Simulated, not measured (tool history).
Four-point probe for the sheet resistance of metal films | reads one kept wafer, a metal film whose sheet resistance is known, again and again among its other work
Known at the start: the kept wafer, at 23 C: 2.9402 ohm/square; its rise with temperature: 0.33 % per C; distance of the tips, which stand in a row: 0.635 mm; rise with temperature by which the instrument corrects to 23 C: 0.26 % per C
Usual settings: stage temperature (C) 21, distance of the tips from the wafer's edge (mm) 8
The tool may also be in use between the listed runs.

| run | day | stage temperature (C) | distance of the tips from the wafer's edge (mm) | sheet resistance as the instrument gives it (ohm/square) |
|---|---|---|---|---|
| 1 | 0.000 | 21 | 8 | 2.963941 |
| 2 | 2.183 | 21 | 8 | 2.963970 |
| 3 | 4.162 | 21 | 8 | 2.966168 |
| 4 | 5.950 | 21 | 25 | 2.956612 |
| 5 | 8.092 | 21 | 25 | 2.956976 |
| 6 | 9.708 | 21 | 25 | 2.955774 |
| 7 | 11.021 | 21 | 25 | 2.956720 |
| 8 | 12.850 | 21 | 25 | 2.957201 |
| 9 | 14.442 | 21 | 25 | 2.957800 |
| 10 | 15.667 | 21 | 8 | 2.967919 |
| 11 | 18.242 | 21 | 8 | 2.966213 |
| 12 | 19.733 | 21 | 8 | 2.966744 |
| 13 | 21.425 | 21 | 8 | 2.967359 |
|  | 21.583 | stage's thermometer calibrated |
| 14 | 24.054 | 21 | 8 | 2.968858 |
| 15 | 25.121 | 21 | 47 | 2.958579 |
| 16 | 26.862 | 21 | 47 | 2.959556 |
| 17 | 28.888 | 30 | 20 | 2.981041 |
| 18 | 30.996 | 29 | 16 | 2.979786 |
| 19 | 33.550 | 24 | 4 | 3.006552 |
|  | 34.292 | stage's thermometer calibrated, once more |
| 20 | 35.354 | 32 | 7 | 2.994729 |
| 21 | 37.688 | 32 | 7 | 2.996166 |
| 22 | 39.921 | 33 | 7 | 2.999059 |
| 23 | 42.392 | 33 | 7 | 2.998449 |
| 24 | 43.558 | 33 | 7 | 2.998231 |
| 25 | 44.779 | 26 | 7 | 2.983303 |
| 26 | 46.529 | 26 | 7 | 2.983761 |
| 27 | 48.308 | 24 | 34 | 2.967507 |
| 28 | 50.608 | 27 | 10 | 2.980411 |
| 29 | 53.158 | 27 | 8 | 2.984554 |
| 30 | 55.750 | 27 | 11 | 2.979951 |

Hidden state or all else? Some run-to-run changes of sheet resistance as the instrument gives it (ohm/square), split into what the settings, what came in and random variation would give without the hidden state, and what is left for the hidden state (with any gauge scatter that isn't in both results):
The hidden state here: inner tips' distance over the nominal, %; tips' flats over new ones', %; wafer's true temperature over the reading, C; drift of the gauge itself on sheet_ohm, %.
Run 13 -> 14: stage's thermometer calibrated. sheet resistance as the instrument gives it (ohm/square) +0.001499: hidden state +0.001141, all else +0.000358.
Run 16 -> 17: stage temperature (C) 21 -> 30, distance of the tips from the wafer's edge (mm) 47 -> 20. sheet resistance as the instrument gives it (ohm/square) +0.021485: hidden state +0.000424, all else +0.021061.
Run 18 -> 19: stage temperature (C) 29 -> 24, distance of the tips from the wafer's edge (mm) 16 -> 4. sheet resistance as the instrument gives it (ohm/square) +0.026766: hidden state +0.000620, all else +0.026146.
Run 19 -> 20: stage temperature (C) 24 -> 32, distance of the tips from the wafer's edge (mm) 4 -> 7, stage's thermometer calibrated, once more. sheet resistance as the instrument gives it (ohm/square) -0.011823: hidden state -0.001828, all else -0.009995.
Run 26 -> 27: stage temperature (C) 26 -> 24, distance of the tips from the wafer's edge (mm) 7 -> 34. sheet resistance as the instrument gives it (ohm/square) -0.016254: hidden state +0.000152, all else -0.016406.
